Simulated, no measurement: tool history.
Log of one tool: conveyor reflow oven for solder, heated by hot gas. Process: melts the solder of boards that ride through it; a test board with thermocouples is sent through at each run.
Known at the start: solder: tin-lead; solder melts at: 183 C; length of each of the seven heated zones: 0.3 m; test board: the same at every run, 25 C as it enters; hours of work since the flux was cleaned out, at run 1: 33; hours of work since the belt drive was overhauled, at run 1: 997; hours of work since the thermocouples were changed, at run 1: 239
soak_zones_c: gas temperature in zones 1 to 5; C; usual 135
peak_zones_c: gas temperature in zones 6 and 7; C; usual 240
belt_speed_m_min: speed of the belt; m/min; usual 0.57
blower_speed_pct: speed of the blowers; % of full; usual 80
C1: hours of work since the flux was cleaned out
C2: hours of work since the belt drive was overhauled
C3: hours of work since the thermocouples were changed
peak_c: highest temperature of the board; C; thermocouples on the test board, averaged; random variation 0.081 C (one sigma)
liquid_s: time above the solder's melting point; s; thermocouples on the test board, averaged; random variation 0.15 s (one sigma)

run 1 day=0 | soak_zones_c=135 peak_zones_c=240 belt_speed_m_min=0.57 blower_speed_pct=80 | C1=33 C2=997 C3=239 | peak_c=227.12 liquid_s=53.9
run 2 day=1.412 | soak_zones_c=135 peak_zones_c=240 belt_speed_m_min=0.57 blower_speed_pct=80 | C1=57 C2=1021 C3=263 | peak_c=227.11 liquid_s=53.9
run 3 day=3.062 | soak_zones_c=135 peak_zones_c=240 belt_speed_m_min=0.57 blower_speed_pct=80 | C1=85 C2=1050 C3=292 | peak_c=226.82 liquid_s=53.9
run 4 day=4.638 | soak_zones_c=135 peak_zones_c=240 belt_speed_m_min=0.57 blower_speed_pct=80 | C1=112 C2=1076 C3=318 | peak_c=226.68 liquid_s=53.6
run 5 day=7.233 | soak_zones_c=135 peak_zones_c=240 belt_speed_m_min=0.57 blower_speed_pct=80 | C1=156 C2=1121 C3=363 | peak_c=226.4 liquid_s=53.5
-- day=8.133 flux residue cleaned out of gas plates and filters
run 6 day=9.504 | soak_zones_c=135 peak_zones_c=234 belt_speed_m_min=0.57 blower_speed_pct=80 | C1=23 C2=1156 C3=398 | peak_c=221.93 liquid_s=51.5
run 7 day=11.546 | soak_zones_c=135 peak_zones_c=240 belt_speed_m_min=0.628 blower_speed_pct=80 | C1=58 C2=1190 C3=432 | peak_c=224.31 liquid_s=47.2
run 8 day=13.767 | soak_zones_c=135 peak_zones_c=240 belt_speed_m_min=0.628 blower_speed_pct=80 | C1=96 C2=1228 C3=470 | peak_c=223.97 liquid_s=47.4
run 9 day=15.838 | soak_zones_c=135 peak_zones_c=253 belt_speed_m_min=0.628 blower_speed_pct=80 | C1=131 C2=1263 C3=505 | peak_c=235.4 liquid_s=52.3
run 10 day=17.029 | soak_zones_c=135 peak_zones_c=253 belt_speed_m_min=0.628 blower_speed_pct=80 | C1=151 C2=1284 C3=526 | peak_c=234.89 liquid_s=52.1
-- day=18.117 flux residue cleaned out of gas plates and filters
run 11 day=19.296 | soak_zones_c=135 peak_zones_c=240 belt_speed_m_min=0.569 blower_speed_pct=80 | C1=20 C2=1319 C3=561 | peak_c=227.83 liquid_s=54.9
run 12 day=21.546 | soak_zones_c=135 peak_zones_c=240 belt_speed_m_min=0.57 blower_speed_pct=80 | C1=58 C2=1357 C3=599 | peak_c=227.66 liquid_s=54.5
run 13 day=22.738 | soak_zones_c=135 peak_zones_c=252 belt_speed_m_min=0.57 blower_speed_pct=80 | C1=79 C2=1377 C3=619 | peak_c=238.45 liquid_s=59.4
run 14 day=25.267 | soak_zones_c=135 peak_zones_c=254 belt_speed_m_min=0.57 blower_speed_pct=80 | C1=122 C2=1420 C3=662 | peak_c=239.85 liquid_s=60.1
run 15 day=27.188 | soak_zones_c=135 peak_zones_c=254 belt_speed_m_min=0.57 blower_speed_pct=80 | C1=154 C2=1453 C3=695 | peak_c=239.78 liquid_s=59.9
-- day=28.242 flux residue cleaned out of gas plates and filters
run 16 day=29.038 | soak_zones_c=148 peak_zones_c=240 belt_speed_m_min=0.65 blower_speed_pct=80 | C1=14 C2=1481 C3=723 | peak_c=226.3 liquid_s=50.8
-- day=30.308 thermocouples of zones 6 and 7 changed
run 17 day=30.575 | soak_zones_c=123 peak_zones_c=230 belt_speed_m_min=0.49 blower_speed_pct=60 | C1=38 C2=1506 C3=5 | peak_c=217 liquid_s=53.6
-- day=32.558 belt drive overhauled, speed set with a stopwatch
run 18 day=32.854 | soak_zones_c=123 peak_zones_c=247 belt_speed_m_min=0.49 blower_speed_pct=60 | C1=74 C2=5 C3=40 | peak_c=231.13 liquid_s=60.3
run 19 day=34.438 | soak_zones_c=123 peak_zones_c=247 belt_speed_m_min=0.49 blower_speed_pct=60 | C1=101 C2=32 C3=67 | peak_c=231 liquid_s=60
run 20 day=36.217 | soak_zones_c=130 peak_zones_c=240 belt_speed_m_min=0.564 blower_speed_pct=80 | C1=131 C2=62 C3=98 | peak_c=225.64 liquid_s=51.1
run 21 day=38.192 | soak_zones_c=135 peak_zones_c=249 belt_speed_m_min=0.478 blower_speed_pct=80 | C1=165 C2=96 C3=131 | peak_c=239.12 liquid_s=69.1

Run 22 comes next. What will it give?
-- day=38.608 flux residue cleaned out of gas plates and filters
run 22 day=40.138 | soak_zones_c=135 peak_zones_c=249 belt_speed_m_min=0.478 blower_speed_pct=80 | C1=26 C2=125 C3=161 | peak_c=? liquid_s=?

Run 22 gave peak_c 240.31 C, liquid_s 69.2 s.
Without the tool's hidden state the same run would have given peak_c 239.9 C, liquid_s 68.8 s.
